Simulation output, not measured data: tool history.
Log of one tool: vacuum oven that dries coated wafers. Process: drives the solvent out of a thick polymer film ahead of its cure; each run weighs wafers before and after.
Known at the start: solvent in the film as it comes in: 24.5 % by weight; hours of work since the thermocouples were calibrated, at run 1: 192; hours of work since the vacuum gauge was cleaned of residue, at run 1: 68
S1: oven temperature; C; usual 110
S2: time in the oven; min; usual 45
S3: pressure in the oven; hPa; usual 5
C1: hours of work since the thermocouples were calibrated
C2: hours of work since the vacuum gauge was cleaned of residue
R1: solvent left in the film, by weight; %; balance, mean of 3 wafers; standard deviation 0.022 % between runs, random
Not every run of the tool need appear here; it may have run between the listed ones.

run   hour   S1  S2     S3   C1   C2     R1
  1      0  110  45      5  192   68   5.36
  2      9  110  45      5  197   73   5.37
  3   18.8  110  45      5  204   79   5.33
  4   28.4  110  45      5  210   85   5.38
  5   35.1  110  45      5  214   90   5.31
  6   46.3  110  45      5  221   97   5.37
  7   58.9  110  45      5  229  104   5.36
  8   66.8  110  45      5  234  109   5.35
  9   81.2  110  45      5  243  118   5.41
 10   90.1  122  45      5  248  124   1.78
 11  102.3  110  45  10.84  256  132   5.59
 12  115.9  110  45      5  264  140   5.42
 13  128.1  110  45   3.85  272  148   5.35
 14  135.8  122  45      5  277  152   1.79
 15  143.9  110  45      5  282  158   5.41
 16  155.8  110  45      5  289  165   5.41
 17  166.6  110  45  12.08  296  172   5.58
 18  179.4  110  45  12.08  304  180   5.63
 19  193.9  110  34  12.08  313  189   7.67
 20  201.3  110  45      5  318  193    5.4
     203.9  -- vacuum gauge cleaned of residue and calibrated
 21  211.4  110  39   7.09  323    5   6.49
 22  224.4  107  45  11.05  331   13   6.78
 23  236.9  110  45   3.32  339   21   5.41
     240.8  -- vacuum gauge cleaned of residue and calibrated, once more
 24  251.3  113  77   3.84  347    7   1.51
 25  260.1  100  39   2.93  353   12  10.31
 26  269.4  125  30  16.97  358   18   3.27
 27  276.5  110  71      5  363   22   2.62
 28  288.8  110  45  10.32  370   30   5.59
 29  297.4  118  29   12.3  376   35   5.72
 30  310.6  105  24   3.53  384   44  11.68
 31  321.3   98  36      5  391   50  11.65
 32  330.5  114  40   2.66  397   56   4.69
 33  345.3  110  45   2.88  406   65   5.37
 34  358.3  116  44   2.88  414   73   3.45
 35  369.1   96  44   2.88  421   80     11
 36  383.8  115  59  11.53  430   89    2.4
 37  391.4  110  55      5  435   94   4.12
 38  404.5  111  55   17.2  443  102   4.15
 39  413.9  111  75   17.2  449  108   2.53

Each row is a separate what-if for the run after 39, all from the same tool condition, not one after another. Results?
  A  426.2  110  69  6.18  456  116   ?
  B  426.2  109  75  17.2  456  116   ?
  C  426.2  106  38  17.2  456  116   ?

run    R1
  A  2.85
  B   3.1
  C  8.62
Without the tool's unlogged condition, the same runs would have read:
run    R1
  A  2.74
  B  2.99
  C  8.47
